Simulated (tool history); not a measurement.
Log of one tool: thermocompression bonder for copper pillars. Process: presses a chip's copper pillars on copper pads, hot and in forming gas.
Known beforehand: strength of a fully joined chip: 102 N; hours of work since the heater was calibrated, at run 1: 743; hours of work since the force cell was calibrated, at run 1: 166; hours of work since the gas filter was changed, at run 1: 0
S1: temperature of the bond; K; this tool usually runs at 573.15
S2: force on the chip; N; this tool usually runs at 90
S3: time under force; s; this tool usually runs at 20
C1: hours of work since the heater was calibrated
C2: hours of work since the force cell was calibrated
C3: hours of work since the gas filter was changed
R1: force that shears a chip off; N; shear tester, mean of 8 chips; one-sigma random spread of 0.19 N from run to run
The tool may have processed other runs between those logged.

run	hour	S1	S2	S3	C1	C2	C3	R1
1	0	573.15	90	20	743	166	0	40.3
2	15.9	573.15	90	20	755	178	12	39.9
3	25.2	573.15	90	20	762	185	19	40
4	40.8	573.15	90	20	773	196	30	40.1
5	52.8	573.15	58	20	782	205	39	28.1
6	69.5	573.15	58	20	794	218	51	28.2
7	77.8	573.15	58	20	800	224	57	28.2
8	88.3	581.15	58	20	808	231	65	31.6
9	99.3	573.15	90	20	816	240	73	40.2
10	106.9	573.15	90	20	822	245	79	39.9
11	123.4	573.15	90	20	834	257	91	39.8
12	138.6	573.15	124	20	845	269	102	49.8
13	146.1	573.15	124	20	851	274	108	49.7
14	158.2	573.15	124	20	860	283	117	50.1
15	173.8	573.15	124	20	871	295	128	49.6
16	183.6	575.15	74	20	879	302	136	35.1
17	192.8	554.15	66	52	885	309	143	33.9
18	204	554.15	66	52	894	317	151	34.2
19	215.9	554.15	66	52	902	326	160	33.7
20	229.2	576.15	83	20	912	336	169	38.5
21	243.2	576.15	83	20	923	346	180	38.6
22	254	573.15	76	30	931	354	188	40.4
23	260.8	573.15	76	30	936	359	193	40.3

Here are 3 independent what-if runs from the current tool condition. What would each one return?
A	273.1	574.15	61	11	945	368	202	?
B	273.1	573.15	127	10	945	368	202	?
C	273.1	596.15	115	57	945	368	202	?

run	R1
A	22.6
B	39.2
C	79.5
Had the tool no hidden state, the same runs would have come out as:
run	R1
A	23.2
B	40.2
C	81.5
